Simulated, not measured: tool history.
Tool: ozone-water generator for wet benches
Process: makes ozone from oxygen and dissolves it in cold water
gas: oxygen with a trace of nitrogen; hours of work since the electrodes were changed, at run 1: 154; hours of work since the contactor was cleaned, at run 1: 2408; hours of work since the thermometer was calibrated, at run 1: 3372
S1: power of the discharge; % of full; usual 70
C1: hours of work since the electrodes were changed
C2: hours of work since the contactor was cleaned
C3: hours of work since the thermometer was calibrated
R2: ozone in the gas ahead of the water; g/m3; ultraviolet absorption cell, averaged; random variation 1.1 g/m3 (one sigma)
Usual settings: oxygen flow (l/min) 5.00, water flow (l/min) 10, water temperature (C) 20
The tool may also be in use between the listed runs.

{"run": 1, "hour": 0.0, "S1": 70, "oxygen flow (l/min)": 5.0, "water flow (l/min)": 10, "water temperature (C)": 20, "C1": 154, "C2": 2408, "C3": 3372, "dissolved ozone (ppm)": 29.1, "R2": 193.3}
{"run": 2, "hour": 19.5, "S1": 70, "oxygen flow (l/min)": 5.0, "water flow (l/min)": 10, "water temperature (C)": 20, "C1": 172, "C2": 2426, "C3": 3390, "dissolved ozone (ppm)": 29.7, "R2": 192.6}
{"run": 3, "hour": 40.8, "S1": 70, "oxygen flow (l/min)": 5.0, "water flow (l/min)": 10, "water temperature (C)": 20, "C1": 192, "C2": 2446, "C3": 3410, "dissolved ozone (ppm)": 29.8, "R2": 190.2}
{"run": 4, "hour": 68.2, "S1": 70, "oxygen flow (l/min)": 5.0, "water flow (l/min)": 10, "water temperature (C)": 20, "C1": 218, "C2": 2472, "C3": 3436, "dissolved ozone (ppm)": 29.9, "R2": 190.9}
{"run": 5, "hour": 93.5, "S1": 70, "oxygen flow (l/min)": 5.0, "water flow (l/min)": 10, "water temperature (C)": 20, "C1": 242, "C2": 2496, "C3": 3460, "dissolved ozone (ppm)": 29.6, "R2": 190.2}
{"run": 6, "hour": 119.3, "S1": 70, "oxygen flow (l/min)": 3.69, "water flow (l/min)": 10, "water temperature (C)": 20, "C1": 267, "C2": 2521, "C3": 3484, "dissolved ozone (ppm)": 29.8, "R2": 219.5}
{"run": 7, "hour": 136.1, "S1": 70, "oxygen flow (l/min)": 3.69, "water flow (l/min)": 10, "water temperature (C)": 20, "C1": 283, "C2": 2537, "C3": 3500, "dissolved ozone (ppm)": 29.9, "R2": 219.4}
{"run": 8, "hour": 155.8, "S1": 70, "oxygen flow (l/min)": 3.69, "water flow (l/min)": 10, "water temperature (C)": 20, "C1": 301, "C2": 2555, "C3": 3519, "dissolved ozone (ppm)": 30.1, "R2": 220.5}
{"run": 9, "hour": 185.0, "S1": 70, "oxygen flow (l/min)": 3.69, "water flow (l/min)": 10, "water temperature (C)": 20, "C1": 329, "C2": 2583, "C3": 3547, "dissolved ozone (ppm)": 30.1, "R2": 218.2}
{"run": 10, "hour": 199.9, "S1": 70, "oxygen flow (l/min)": 5.0, "water flow (l/min)": 10, "water temperature (C)": 24, "C1": 343, "C2": 2597, "C3": 3561, "dissolved ozone (ppm)": 27.3, "R2": 189.2}
{"run": 11, "hour": 219.6, "S1": 70, "oxygen flow (l/min)": 5.0, "water flow (l/min)": 13, "water temperature (C)": 24, "C1": 362, "C2": 2616, "C3": 3579, "dissolved ozone (ppm)": 22.8, "R2": 189.5}
{"run": 12, "hour": 249.7, "S1": 70, "oxygen flow (l/min)": 5.0, "water flow (l/min)": 13, "water temperature (C)": 24, "C1": 390, "C2": 2644, "C3": 3608, "dissolved ozone (ppm)": 22.9, "R2": 187.6}
{"run": 13, "hour": 270.5, "S1": 70, "oxygen flow (l/min)": 6.24, "water flow (l/min)": 10, "water temperature (C)": 20, "C1": 410, "C2": 2664, "C3": 3627, "dissolved ozone (ppm)": 29.0, "R2": 169.2}
{"run": 14, "hour": 295.4, "S1": 70, "oxygen flow (l/min)": 6.24, "water flow (l/min)": 10, "water temperature (C)": 20, "C1": 433, "C2": 2687, "C3": 3651, "dissolved ozone (ppm)": 29.0, "R2": 169.4}
{"run": 15, "hour": 315.5, "S1": 70, "oxygen flow (l/min)": 6.24, "water flow (l/min)": 10, "water temperature (C)": 20, "C1": 452, "C2": 2706, "C3": 3670, "dissolved ozone (ppm)": 28.9, "R2": 168.1}
{"hour": 332.0, "done": "gauge calibrated"}
{"run": 16, "hour": 345.6, "S1": 70, "oxygen flow (l/min)": 6.24, "water flow (l/min)": 10, "water temperature (C)": 20, "C1": 481, "C2": 2735, "C3": 3698, "dissolved ozone (ppm)": 28.7, "R2": 171.6}
{"run": 17, "hour": 371.7, "S1": 71, "oxygen flow (l/min)": 6.85, "water flow (l/min)": 10, "water temperature (C)": 13, "C1": 506, "C2": 2760, "C3": 3723, "dissolved ozone (ppm)": 33.4, "R2": 166.7}
{"run": 18, "hour": 388.2, "S1": 46, "oxygen flow (l/min)": 7.3, "water flow (l/min)": 10, "water temperature (C)": 20, "C1": 521, "C2": 2775, "C3": 3739, "dissolved ozone (ppm)": 20.3, "R2": 115.8}
{"run": 19, "hour": 416.0, "S1": 70, "oxygen flow (l/min)": 5.0, "water flow (l/min)": 13, "water temperature (C)": 23, "C1": 547, "C2": 2801, "C3": 3765, "dissolved ozone (ppm)": 23.4, "R2": 191.0}
{"run": 20, "hour": 431.0, "S1": 70, "oxygen flow (l/min)": 5.0, "water flow (l/min)": 13, "water temperature (C)": 23, "C1": 562, "C2": 2816, "C3": 3779, "dissolved ozone (ppm)": 23.4, "R2": 191.0}
{"run": 21, "hour": 444.3, "S1": 59, "oxygen flow (l/min)": 3.06, "water flow (l/min)": 12, "water temperature (C)": 20, "C1": 574, "C2": 2828, "C3": 3792, "dissolved ozone (ppm)": 22.7, "R2": 207.5}
{"run": 22, "hour": 459.8, "S1": 78, "oxygen flow (l/min)": 5.0, "water flow (l/min)": 10, "water temperature (C)": 20, "C1": 589, "C2": 2843, "C3": 3806, "dissolved ozone (ppm)": 32.0, "R2": 206.3}
{"run": 23, "hour": 490.6, "S1": 78, "oxygen flow (l/min)": 5.0, "water flow (l/min)": 10, "water temperature (C)": 20, "C1": 618, "C2": 2872, "C3": 3836, "dissolved ozone (ppm)": 32.2, "R2": 204.3}
{"run": 24, "hour": 508.0, "S1": 70, "oxygen flow (l/min)": 5.0, "water flow (l/min)": 10, "water temperature (C)": 13, "C1": 634, "C2": 2888, "C3": 3852, "dissolved ozone (ppm)": 34.1, "R2": 188.0}
{"run": 25, "hour": 534.1, "S1": 70, "oxygen flow (l/min)": 5.0, "water flow (l/min)": 10, "water temperature (C)": 13, "C1": 659, "C2": 2913, "C3": 3877, "dissolved ozone (ppm)": 33.9, "R2": 188.9}
{"run": 26, "hour": 562.6, "S1": 64, "oxygen flow (l/min)": 4.94, "water flow (l/min)": 10, "water temperature (C)": 13, "C1": 686, "C2": 2940, "C3": 3904, "dissolved ozone (ppm)": 31.1, "R2": 176.1}
{"run": 27, "hour": 580.6, "S1": 56, "oxygen flow (l/min)": 3.79, "water flow (l/min)": 12, "water temperature (C)": 17, "C1": 703, "C2": 2957, "C3": 3921, "dissolved ozone (ppm)": 23.0, "R2": 177.1}
{"run": 28, "hour": 594.0, "S1": 44, "oxygen flow (l/min)": 4.04, "water flow (l/min)": 8, "water temperature (C)": 25, "C1": 716, "C2": 2970, "C3": 3933, "dissolved ozone (ppm)": 21.5, "R2": 143.5}
{"run": 29, "hour": 613.1, "S1": 45, "oxygen flow (l/min)": 4.04, "water flow (l/min)": 13, "water temperature (C)": 21, "C1": 734, "C2": 2988, "C3": 3951, "dissolved ozone (ppm)": 17.1, "R2": 147.1}
{"run": 30, "hour": 643.2, "S1": 45, "oxygen flow (l/min)": 4.04, "water flow (l/min)": 13, "water temperature (C)": 21, "C1": 762, "C2": 3016, "C3": 3980, "dissolved ozone (ppm)": 17.2, "R2": 144.5}
{"run": 31, "hour": 657.4, "S1": 86, "oxygen flow (l/min)": 3.78, "water flow (l/min)": 12, "water temperature (C)": 17, "C1": 776, "C2": 3030, "C3": 3993, "dissolved ozone (ppm)": 32.2, "R2": 249.9}

The same runs without the tool's hidden state, with the same run-to-run variation:
The hidden state here: yield of the discharge, % of new electrodes'; contactor's efficiency, % of a clean one's; true water temperature over the reading, C; drift of the gauge itself on ozone_ppm, %; drift of the gauge itself on gas_g_m3, %.
run=1 R2=193.4
run=2 R2=192.9
run=3 R2=190.9
run=4 R2=192.2
run=5 R2=191.9
run=6 R2=221.9
run=7 R2=222.1
run=8 R2=223.7
run=9 R2=221.9
run=10 R2=192.7
run=11 R2=193.4
run=12 R2=192.0
run=13 R2=173.4
run=14 R2=174.1
run=15 R2=173.1
run=16 R2=171.9
run=17 R2=167.4
run=18 R2=116.4
run=19 R2=192.5
run=20 R2=192.8
run=21 R2=209.7
run=22 R2=208.8
run=23 R2=207.4
run=24 R2=191.2
run=25 R2=192.4
run=26 R2=179.9
run=27 R2=181.2
run=28 R2=147.0
run=29 R2=150.9
run=30 R2=148.7
run=31 R2=257.6
dissolved ozone (ppm): within 0.1 of the measured result in every run.
